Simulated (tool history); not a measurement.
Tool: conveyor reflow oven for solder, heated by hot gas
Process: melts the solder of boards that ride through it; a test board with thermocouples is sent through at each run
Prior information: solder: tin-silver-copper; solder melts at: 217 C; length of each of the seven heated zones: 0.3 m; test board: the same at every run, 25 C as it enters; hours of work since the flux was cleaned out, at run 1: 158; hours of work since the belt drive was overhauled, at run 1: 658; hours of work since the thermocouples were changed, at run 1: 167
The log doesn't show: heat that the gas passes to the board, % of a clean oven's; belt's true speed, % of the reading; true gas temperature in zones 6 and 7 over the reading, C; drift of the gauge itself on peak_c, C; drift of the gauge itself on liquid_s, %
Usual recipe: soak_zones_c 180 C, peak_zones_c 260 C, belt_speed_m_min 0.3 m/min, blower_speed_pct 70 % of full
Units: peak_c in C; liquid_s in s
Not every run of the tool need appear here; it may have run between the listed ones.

run,hour,soak_zones_c,peak_zones_c,belt_speed_m_min,blower_speed_pct,hours of work since the flux was cleaned out,hours of work since the belt drive was overhauled,hours of work since the thermocouples were changed,peak_c,liquid_s
1,0,180,260,0.3,70,158,658,167,252.64,97.7
2,21.6,180,260,0.262,70,166,666,175,254.94,116.1
3,41.2,180,263,0.3,70,174,674,183,255.42,100.1
4,69.2,180,263,0.3,70,186,685,195,255.49,100.3
5,89.3,180,263,0.3,70,194,694,203,255.43,100.4
6,122.2,180,263,0.3,70,207,707,216,255.41,100.4
# hour 155.7: flux residue cleaned out of gas plates and filters
7,155.7,180,263,0.3,70,0,718,228,255.51,100.1
8,194.6,180,263,0.3,70,16,734,243,255.48,100.3
9,231.6,180,260,0.24,70,31,749,258,256.07,129.2
10,255.3,180,260,0.24,70,40,758,268,256.08,129.1
11,280.7,180,260,0.24,70,50,769,278,256.01,129.2
12,314.3,180,260,0.3,70,64,782,291,252.61,97.8
13,335.3,180,260,0.3,70,72,791,300,252.58,97.8
14,362.8,180,260,0.3,70,84,802,311,252.56,97.9
15,399.6,180,260,0.3,70,98,817,326,252.58,97.9
16,424.8,180,260,0.3,70,108,827,336,252.64,97.9
17,444.5,180,260,0.3,70,116,835,344,252.61,98
18,477.1,180,268,0.263,73,130,848,357,262.79,121.8
# hour 497.4: belt drive overhauled, speed set with a stopwatch
19,512,180,268,0.263,73,142,6,370,262.72,121.9
20,544.6,173,257,0.263,62,155,19,383,250.55,106.6
21,579.6,180,271,0.3,70,169,33,397,262.94,105.8
22,620.1,180,271,0.3,70,186,49,413,262.97,105.9
23,651.7,180,260,0.3,51,198,62,426,249.98,93.5
24,670.9,187,260,0.33,70,206,70,434,251.68,91
25,693,187,260,0.33,70,215,79,443,251.57,91.2
# hour 709: flux residue cleaned out of gas plates and filters
26,716.6,187,260,0.33,86,3,86,450,253.2,92.9
27,749.1,187,260,0.33,86,16,99,463,253.21,93.1
28,778.5,169,260,0.33,90,28,111,475,251.69,83
29,817.3,190,260,0.303,70,44,127,491,253.52,103.7
30,844.4,180,254,0.3,70,55,138,502,247.02,92.4
31,870.6,180,254,0.3,70,65,149,512,247.01,92.5

Predict each of these 3 candidate next runs independently; none follows another, all start after run 31:
A,907.5,191,266,0.3,60,80,163,527,?,?
B,907.5,191,274,0.245,70,80,163,527,?,?
C,907.5,191,260,0.3,70,80,163,527,?,?

run,peak_c,liquid_s
A,258.23,108.7
B,270.02,142.5
C,253.8,105.9
With the hidden condition removed and each run's random variation left untouched, the same runs would have given:
run,peak_c,liquid_s
A,258.22,108.7
B,270,142.5
C,253.78,105.9
